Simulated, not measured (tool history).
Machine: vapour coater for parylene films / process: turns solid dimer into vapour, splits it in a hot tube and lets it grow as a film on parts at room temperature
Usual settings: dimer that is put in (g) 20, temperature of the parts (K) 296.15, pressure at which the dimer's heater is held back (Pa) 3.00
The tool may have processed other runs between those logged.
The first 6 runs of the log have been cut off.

run   hour  dimer that is put in (g)  temperature of the parts (K)  pressure at which the dimer's heater is held back (Pa)  thickness of the film (µm)
  7   71.0                        10                        296.15                                                    4.49                        4.45
  8   85.1                        20                        296.15                                                    3.00                        9.69
  9   95.7                        20                        296.15                                                    3.00                        9.67
 10  104.8                        20                        296.15                                                    3.00                        9.54
 11  119.6                        20                        296.15                                                    3.00                        9.60
 12  127.1                        20                        296.15                                                    3.00                        9.60
 13  140.5                        20                        296.15                                                    3.00                        9.79
 14  151.9                        20                        296.15                                                    3.00                        9.57
 15  161.3                        11                        296.15                                                    3.00                        5.25
 16  171.8                        11                        296.15                                                    3.00                        5.22
 17  185.7                        11                        298.15                                                    3.00                        4.99
 18  197.9                         9                        296.15                                                    3.00                        4.32
 19  207.7                        10                        296.15                                                    2.29                        4.96
 20  218.2                         9                        296.15                                                    9.34                        3.50

What does the tool deliver on the next run?
 21  230.0                        25                        296.15                                                    9.34                           ?

Run 21 yielded thickness of the film (µm) 9.67.
With no hidden state in the tool, this same run would have given thickness of the film (µm) 9.83.
